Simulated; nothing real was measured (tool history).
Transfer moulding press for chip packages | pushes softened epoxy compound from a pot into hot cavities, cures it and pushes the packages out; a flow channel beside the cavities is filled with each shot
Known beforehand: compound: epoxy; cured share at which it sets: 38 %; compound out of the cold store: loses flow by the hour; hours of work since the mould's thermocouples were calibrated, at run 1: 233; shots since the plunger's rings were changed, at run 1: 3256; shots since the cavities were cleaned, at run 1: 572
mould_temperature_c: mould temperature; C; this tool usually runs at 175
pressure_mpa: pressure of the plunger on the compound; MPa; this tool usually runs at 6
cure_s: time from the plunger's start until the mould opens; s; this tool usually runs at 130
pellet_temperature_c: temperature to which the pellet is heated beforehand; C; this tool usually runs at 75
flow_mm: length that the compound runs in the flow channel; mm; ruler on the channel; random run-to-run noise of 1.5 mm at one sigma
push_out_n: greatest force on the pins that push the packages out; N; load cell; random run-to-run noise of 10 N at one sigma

run    hour  mould_temperature_c  pressure_mpa  cure_s  pellet_temperature_c  hours of work since the mould's thermocouples were calibrated  shots since the plunger's rings were changed  shots since the cavities were cleaned  incoming compound's hours out of the cold store  flow_mm  push_out_n
  1       0                  175             6     130                    75                                                            233                                          3256                                    572                                             38.6      572         736
  2    54.8                  175             6     130                    77                                                            276                                          3861                                   1177                                             36.6      576         802
       61.1  -- cavities cleaned with cleaning compound and waxed
  3    91.7                  175             6     130                    77                                                            304                                          4252                                    339                                             29.8      587         675
  4   148.7                  175             6     130                    77                                                            349                                          4880                                    967                                             10.8      631         788
      171.9  -- cavities cleaned with cleaning compound and waxed
  5   186.9                  175             6     130                    77                                                            378                                          5286                                    166                                             26.6      589         633
      214.7  -- mould's thermocouples calibrated
      221.5  -- plunger's sealing rings changed
  6   229.9                  175             6     111                    75                                                             10                                            92                                    590                                             34.5      599         886
  7   275.4                  175             6     111                    82                                                             46                                           594                                   1092                                             15.4      643         989
      287.6  -- cavities cleaned with cleaning compound and waxed
  8   325.3                  175             6     111                    82                                                             84                                          1129                                    417                                             33.1      596         834
  9   380.2                  175             6     130                    75                                                            127                                          1734                                   1022                                              8.4      651         808
      400.2  -- cavities cleaned with cleaning compound and waxed
 10   425.1                  175             6     130                    75                                                            162                                          2213                                    274                                             14.3      634         691
 11   464.3                  175             6     145                    75                                                            192                                          2646                                    707                                               30      596         748
 12     501                  175           7.4     145                    75                                                            221                                          3050                                   1111                                               26      670         779
      510.8  -- cavities cleaned with cleaning compound and waxed
 13   543.5                  175             6     156                    75                                                            254                                          3503                                    361                                               43      564         633
 14   576.9                  182             6     130                    75                                                            280                                          3872                                    730                                             35.2      562         731
      622.2  -- cavities cleaned with cleaning compound and waxed
 15   634.3                  173             6     130                    83                                                            324                                          4489                                    134                                             19.6      615         619
 16   689.2                  178          4.95     167                    83                                                            367                                          5094                                    739                                               19      547         721
      730.3  -- mould's thermocouples calibrated
        735  -- cavities cleaned with cleaning compound and waxed
 17     735                  179             6     130                    65                                                              3                                          5561                                      0                                             18.1      601         470
      744.1  -- plunger's sealing rings changed
 18   781.5                  179          4.69     130                    65                                                             37                                           413                                    486                                             16.9      554         678
 19   805.4                  175          4.69     130                    70                                                             56                                           676                                    749                                             41.7      511         750
      847.6  -- cavities cleaned with cleaning compound and waxed
 20   865.1                  175          4.69     130                    70                                                            102                                          1319                                    194                                              9.1      578         634
 21   902.8                  172          5.18     130                    77                                                            132                                          1734                                    609                                             13.8      601         814
      958.7  -- cavities cleaned with cleaning compound and waxed
 22   958.7                  179          5.18     130                    77                                                            174                                          2335                                      0                                               43      520         481
 23   995.7                  179          5.18     130                    77                                                            204                                          2743                                    408                                             37.3      531         685
 24  1049.7                  179           7.4     130                    68                                                            246                                          3339                                   1004                                             42.8      618         773
     1068.4  -- cavities cleaned with cleaning compound and waxed
 25  1080.3                  175             6     130                    84                                                            269                                          3660                                    131                                             31.3      587         572
 26  1109.2                  180             6     130                    65                                                            292                                          3979                                    450                                             14.5      614         674
 27    1137                  175          5.79     130                    75                                                            314                                          4285                                    756                                             23.8      589         767
     1180.5  -- cavities cleaned with cleaning compound and waxed
 28  1181.4                  175          5.79     130                    75                                                            348                                          4759                                     10                                             22.4      590         497

Branching from run 28: 3 alternative next runs. What would each branch give?
  A  1217                  175          4.72     130                    75                                                            376                                          5152                                    403                                             41.8        ?           ?
  B  1217                  177             6     130                    81                                                            376                                          5152                                    403                                             31.7        ?           ?
  C  1217                  179          5.79     139                    66                                                            376                                          5152                                    403                                             34.9        ?           ?

run  flow_mm  push_out_n
  A      494         709
  B      575         676
  C      556         676
What these runs would have given with no unlogged condition in the tool:
run  flow_mm  push_out_n
  A      518         487
  B      603         463
  C      582         460
